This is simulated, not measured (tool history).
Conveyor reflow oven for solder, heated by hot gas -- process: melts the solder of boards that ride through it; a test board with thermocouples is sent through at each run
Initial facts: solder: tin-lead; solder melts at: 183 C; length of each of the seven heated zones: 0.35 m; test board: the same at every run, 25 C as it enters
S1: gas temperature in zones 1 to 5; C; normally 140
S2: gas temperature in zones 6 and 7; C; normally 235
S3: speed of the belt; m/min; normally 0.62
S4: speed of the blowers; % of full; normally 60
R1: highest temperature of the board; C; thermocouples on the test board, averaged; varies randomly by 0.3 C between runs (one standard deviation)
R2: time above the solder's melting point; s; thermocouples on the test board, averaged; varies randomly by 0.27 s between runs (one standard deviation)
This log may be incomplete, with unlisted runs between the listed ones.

Run 1, hour 0: usual settings. Result: R1 215.2 C, R2 49.9 s.
Run 2, hour 9.2: usual settings. Result: R1 215.2 C, R2 49.6 s.
Run 3, hour 18.3: usual settings but S3 0.58 m/min. Result: R1 217 C, R2 55.3 s.
Run 4, hour 27.9: usual settings but S3 0.58 m/min. Result: R1 217 C, R2 54.6 s.
Run 5, hour 36.4: usual settings but S3 0.58 m/min. Result: R1 217.2 C, R2 55.6 s.
Run 6, hour 42.1: usual settings but S3 0.58 m/min. Result: R1 217.5 C, R2 54.7 s.
Run 7, hour 53.1: usual settings but S2 244 C. Result: R1 222.6 C, R2 54.4 s.
Run 8, hour 59.8: usual settings but S2 244 C. Result: R1 222.7 C, R2 54.9 s.
Run 9, hour 68.6: usual settings but S2 244 C. Result: R1 222.3 C, R2 54.7 s.
Run 10, hour 80.4: usual settings but S1 145 C, S2 244 C, S4 65 % of full. Result: R1 224.3 C, R2 57.7 s.
Run 11, hour 87.1: usual settings but S1 130 C, S2 246 C, S3 0.665 m/min, S4 89 % of full. Result: R1 224.1 C, R2 49.1 s.
Run 12, hour 93.4: usual settings but S1 130 C, S2 246 C, S3 0.665 m/min, S4 89 % of full. Result: R1 224.2 C, R2 49.6 s.
Run 13, hour 102.6: usual settings but S1 130 C, S2 246 C, S3 0.665 m/min, S4 89 % of full. Result: R1 224.5 C, R2 49.1 s.
Run 14, hour 109.7: usual settings but S1 130 C, S2 246 C, S3 0.665 m/min, S4 89 % of full. Result: R1 224.2 C, R2 49.2 s.
Run 15, hour 123.3: usual settings but S1 130 C, S2 245 C, S3 0.665 m/min, S4 73 % of full. Result: R1 223.9 C, R2 48.7 s.

Put back what was entered between runs (2 entries, withheld): which listed runs does each sit between, and how does the hidden state differ from the listed run before to the listed run after?
Logged between run 9 and run 10: flux residue cleaned out of gas plates and filters (hour 74.5)
  heat that the gas passes to the board, % of a clean oven's: 92.6 -> 90.9
  what was measured, less what the result would be without the hidden state, R1: -1.2 -> -1.7 C; R2: -0.2 -> -0.5 s
Logged between run 14 and run 15: flux residue cleaned out of gas plates and filters, once more (hour 118.1)
  heat that the gas passes to the board, % of a clean oven's: 90.3 -> 99.2; belt's true speed, % of the reading: 98.84 -> 98.83; true gas temperature in zones 6 and 7 over the reading, C: 0.51 -> 0.52
  what was measured, less what the result would be without the hidden state, R1: -2.6 -> +0.6 C; R2: -1 -> +1 s

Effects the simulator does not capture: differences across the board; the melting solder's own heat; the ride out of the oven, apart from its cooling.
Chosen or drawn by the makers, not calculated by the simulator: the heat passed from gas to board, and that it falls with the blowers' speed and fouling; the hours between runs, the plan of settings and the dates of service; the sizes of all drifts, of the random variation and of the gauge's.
